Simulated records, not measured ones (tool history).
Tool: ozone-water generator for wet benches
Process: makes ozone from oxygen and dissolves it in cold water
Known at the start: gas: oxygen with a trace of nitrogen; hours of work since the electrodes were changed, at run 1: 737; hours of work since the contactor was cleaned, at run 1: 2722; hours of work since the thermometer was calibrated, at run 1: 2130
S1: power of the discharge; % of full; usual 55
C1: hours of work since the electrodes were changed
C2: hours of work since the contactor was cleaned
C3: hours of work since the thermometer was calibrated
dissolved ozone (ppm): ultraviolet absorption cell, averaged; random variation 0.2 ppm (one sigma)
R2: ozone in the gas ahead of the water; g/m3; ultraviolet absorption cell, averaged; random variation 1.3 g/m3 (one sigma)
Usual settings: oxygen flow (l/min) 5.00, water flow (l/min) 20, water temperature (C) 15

Run 1, day 0.000: usual settings; C1 737; C2 2722; C3 2130. Result: dissolved ozone (ppm) 26.9, R2 224.5 g/m3.
Run 2, day 1.962: usual settings; C1 779; C2 2764; C3 2172. Result: dissolved ozone (ppm) 26.9, R2 224.8 g/m3.
Run 3, day 3.533: usual settings but S1 57 % of full; C1 812; C2 2797; C3 2205. Result: dissolved ozone (ppm) 27.4, R2 233.9 g/m3.
Run 4, day 5.200: usual settings but water flow (l/min) 19; C1 848; C2 2833; C3 2241. Result: dissolved ozone (ppm) 28.0, R2 223.8 g/m3.
Run 5, day 6.854: usual settings but water flow (l/min) 19; C1 883; C2 2868; C3 2276. Result: dissolved ozone (ppm) 27.8, R2 223.5 g/m3.
Run 6, day 8.758: usual settings but water flow (l/min) 19; C1 923; C2 2908; C3 2316. Result: dissolved ozone (ppm) 27.7, R2 222.3 g/m3.
Run 7, day 10.008: usual settings but oxygen flow (l/min) 3.25, water flow (l/min) 19; C1 950; C2 2935; C3 2343. Result: dissolved ozone (ppm) 25.2, R2 266.1 g/m3.
Run 8, day 12.638: usual settings but oxygen flow (l/min) 3.25, water flow (l/min) 19; C1 1006; C2 2990; C3 2399. Result: dissolved ozone (ppm) 24.9, R2 263.4 g/m3.
Run 9, day 14.075: usual settings; C1 1036; C2 3021; C3 2429. Result: dissolved ozone (ppm) 26.8, R2 222.0 g/m3.
Run 10, day 16.683: usual settings but S1 47 % of full; C1 1092; C2 3076; C3 2484. Result: dissolved ozone (ppm) 23.6, R2 196.6 g/m3.
Run 11, day 18.388: usual settings but S1 47 % of full; C1 1128; C2 3113; C3 2521. Result: dissolved ozone (ppm) 23.7, R2 198.4 g/m3.
Run 12, day 19.650: usual settings but S1 47 % of full; C1 1154; C2 3139; C3 2547. Result: dissolved ozone (ppm) 23.4, R2 197.1 g/m3.
Run 13, day 21.283: usual settings but oxygen flow (l/min) 4.44; C1 1189; C2 3174; C3 2582. Result: dissolved ozone (ppm) 25.6, R2 236.3 g/m3.
Run 14, day 22.696: usual settings but oxygen flow (l/min) 4.98; C1 1219; C2 3204; C3 2612. Result: dissolved ozone (ppm) 26.5, R2 221.0 g/m3.
Run 15, day 24.700: usual settings but water temperature (C) 19; C1 1262; C2 3247; C3 2655. Result: dissolved ozone (ppm) 24.9, R2 221.0 g/m3.
Run 16, day 26.608: usual settings but water temperature (C) 19; C1 1302; C2 3287; C3 2695. Result: dissolved ozone (ppm) 24.7, R2 220.5 g/m3.
Run 17, day 28.596: usual settings but water temperature (C) 9; C1 1344; C2 3329; C3 2737. Result: dissolved ozone (ppm) 27.9, R2 219.1 g/m3.
Run 18, day 31.004: usual settings but S1 83 % of full, oxygen flow (l/min) 4.12, water temperature (C) 17; C1 1396; C2 3380; C3 2789. Result: dissolved ozone (ppm) 32.6, R2 316.5 g/m3.
Run 19, day 32.433: usual settings but S1 61 % of full, water flow (l/min) 14; C1 1426; C2 3411; C3 2819. Result: dissolved ozone (ppm) 36.0, R2 237.0 g/m3.
Run 20, day 34.946: usual settings but S1 61 % of full, water flow (l/min) 14; C1 1479; C2 3464; C3 2872. Result: dissolved ozone (ppm) 36.2, R2 236.0 g/m3.
Run 21, day 37.021: usual settings but oxygen flow (l/min) 7.87, water flow (l/min) 31; C1 1523; C2 3508; C3 2916. Result: dissolved ozone (ppm) 19.9, R2 182.2 g/m3.
Run 22, day 39.354: usual settings but S1 64 % of full, oxygen flow (l/min) 6.42, water temperature (C) 9; C1 1573; C2 3558; C3 2966. Result: dissolved ozone (ppm) 32.6, R2 219.8 g/m3.
Run 23, day 42.358: usual settings but oxygen flow (l/min) 4.27, water flow (l/min) 13; C1 1637; C2 3622; C3 3030. Result: dissolved ozone (ppm) 33.8, R2 231.5 g/m3.
Run 24, day 43.646: usual settings but S1 41 % of full, oxygen flow (l/min) 2.80, water flow (l/min) 22, water temperature (C) 19; C1 1664; C2 3649; C3 3057. Result: dissolved ozone (ppm) 15.8, R2 221.9 g/m3.
Run 25, day 45.521: usual settings but S1 41 % of full, oxygen flow (l/min) 2.80, water flow (l/min) 22, water temperature (C) 19; C1 1704; C2 3689; C3 3097. Result: dissolved ozone (ppm) 15.7, R2 223.9 g/m3.
Run 26, day 47.912: usual settings but S1 41 % of full, oxygen flow (l/min) 2.80, water flow (l/min) 22, water temperature (C) 14; C1 1755; C2 3739; C3 3148. Result: dissolved ozone (ppm) 16.5, R2 223.3 g/m3.
Run 27, day 50.038: usual settings but S1 85 % of full, oxygen flow (l/min) 3.75, water temperature (C) 8; C1 1800; C2 3785; C3 3193. Result: dissolved ozone (ppm) 34.6, R2 332.8 g/m3.
Run 28, day 52.350: usual settings but S1 79 % of full, oxygen flow (l/min) 7.49, water flow (l/min) 26, water temperature (C) 18; C1 1849; C2 3834; C3 3242. Result: dissolved ozone (ppm) 27.0, R2 237.4 g/m3.
Run 29, day 54.175: usual settings but S1 79 % of full, oxygen flow (l/min) 7.49, water flow (l/min) 26, water temperature (C) 18; C1 1888; C2 3873; C3 3281. Result: dissolved ozone (ppm) 27.4, R2 237.2 g/m3.
Run 30, day 56.933: usual settings but oxygen flow (l/min) 7.92, water flow (l/min) 26; C1 1946; C2 3931; C3 3339. Result: dissolved ozone (ppm) 21.9, R2 180.0 g/m3.
Run 31, day 59.671: usual settings but oxygen flow (l/min) 7.92, water flow (l/min) 26; C1 2004; C2 3989; C3 3397. Result: dissolved ozone (ppm) 21.8, R2 177.2 g/m3.
Run 32, day 62.458: usual settings but S1 79 % of full, oxygen flow (l/min) 6.87, water flow (l/min) 17, water temperature (C) 12; C1 2064; C2 4048; C3 3456. Result: dissolved ozone (ppm) 39.5, R2 245.6 g/m3.

The same runs without the tool's hidden state, with the same run-to-run variation:
The hidden state here: yield of the discharge, % of new electrodes'; contactor's efficiency, % of a clean one's; true water temperature over the reading, C; drift of the gauge itself on ozone_ppm, %; drift of the gauge itself on gas_g_m3, %.
run  dissolved ozone (ppm)     R2
  1                   28.8  229.5
  2                   28.8  230.1
  3                   29.4  239.9
  4                   30.1  229.6
  5                   29.9  229.6
  6                   29.9  228.7
  7                   27.2  274.0
  8                   27.0  271.8
  9                   29.1  229.2
 10                   25.6  202.4
 11                   25.8  204.5
 12                   25.4  203.4
 13                   28.1  245.3
 14                   29.1  229.7
 15                   27.4  230.0
 16                   27.2  229.9
 17                   30.8  228.7
 18                   36.8  336.5
 19                   39.7  249.2
 20                   40.0  248.6
 21                   22.5  191.4
 22                   36.8  232.9
 23                   37.5  244.2
 24                   17.6  231.0
 25                   17.5  233.3
 26                   18.5  233.0
 27                   40.1  361.2
 28                   31.7  257.3
 29                   32.2  257.6
 30                   25.3  192.0
 31                   25.3  189.5
 32                   46.2  269.0

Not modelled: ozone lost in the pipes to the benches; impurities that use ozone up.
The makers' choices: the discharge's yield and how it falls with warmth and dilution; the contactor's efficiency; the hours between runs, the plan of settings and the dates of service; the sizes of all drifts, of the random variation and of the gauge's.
